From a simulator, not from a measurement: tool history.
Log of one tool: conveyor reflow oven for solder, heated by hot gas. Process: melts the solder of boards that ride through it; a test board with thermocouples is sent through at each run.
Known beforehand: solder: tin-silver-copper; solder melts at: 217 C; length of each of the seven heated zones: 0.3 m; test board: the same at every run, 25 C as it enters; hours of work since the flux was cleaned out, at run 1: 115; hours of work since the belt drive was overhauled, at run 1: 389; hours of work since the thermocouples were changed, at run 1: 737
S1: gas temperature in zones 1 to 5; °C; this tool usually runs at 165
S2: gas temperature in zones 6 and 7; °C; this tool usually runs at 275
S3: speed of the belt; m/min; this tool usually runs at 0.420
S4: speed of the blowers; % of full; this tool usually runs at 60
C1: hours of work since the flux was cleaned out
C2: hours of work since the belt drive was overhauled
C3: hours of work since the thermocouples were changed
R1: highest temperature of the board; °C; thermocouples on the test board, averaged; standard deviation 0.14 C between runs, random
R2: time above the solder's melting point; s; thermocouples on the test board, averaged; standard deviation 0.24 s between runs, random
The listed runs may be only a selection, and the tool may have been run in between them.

run   hour   S1   S2     S3  S4   C1   C2   C3     R1    R2
  1    0.0  165  275  0.420  60  115  389  737  256.8  64.8
  2   40.6  165  275  0.420  60  134  408  756  256.7  64.8
  3   73.9  165  275  0.420  60  150  423  771  256.8  64.7
  4   99.3  165  275  0.420  60  162  435  783  256.7  64.1
  5  124.8  179  275  0.420  60  174  447  795  259.1  71.9
  6  157.0  179  275  0.420  60  189  462  810  259.2  71.9
  7  181.0  179  275  0.420  60  200  473  821  259.0  71.4
  8  198.8  179  275  0.420  60  208  481  830  259.2  72.1
  9  229.3  153  286  0.420  60  222  496  844  264.2  65.8
     239.9  -- flux residue cleaned out of gas plates and filters
 10  259.0  158  286  0.363  81    9  507  855  277.6  88.4
 11  296.5  165  273  0.420  79   26  525  873  261.4  69.2
 12  335.3  165  273  0.420  79   45  543  891  261.3  68.9
 13  376.2  165  269  0.420  85   64  562  910  258.8  67.4
 14  411.4  165  269  0.420  85   80  578  927  258.7  67.4
 15  449.0  165  269  0.420  85   98  596  944  258.6  67.7
 16  487.8  165  275  0.420  60  116  614  962  257.7  65.7

Forecast each of these 3 alternatives for the next run:
  A  510.8  158  271  0.420  86  126  625  973   ?   ?
  B  510.8  165  275  0.429  54  126  625  973   ?   ?
  C  510.8  165  272  0.438  81  126  625  973   ?   ?

run     R1    R2
  A  259.7  66.1
  B  254.5  61.0
  C  259.0  64.8
What these runs would have given with no unlogged condition in the tool:
run     R1    R2
  A  258.9  64.9
  B  253.4  59.4
  C  258.2  63.5
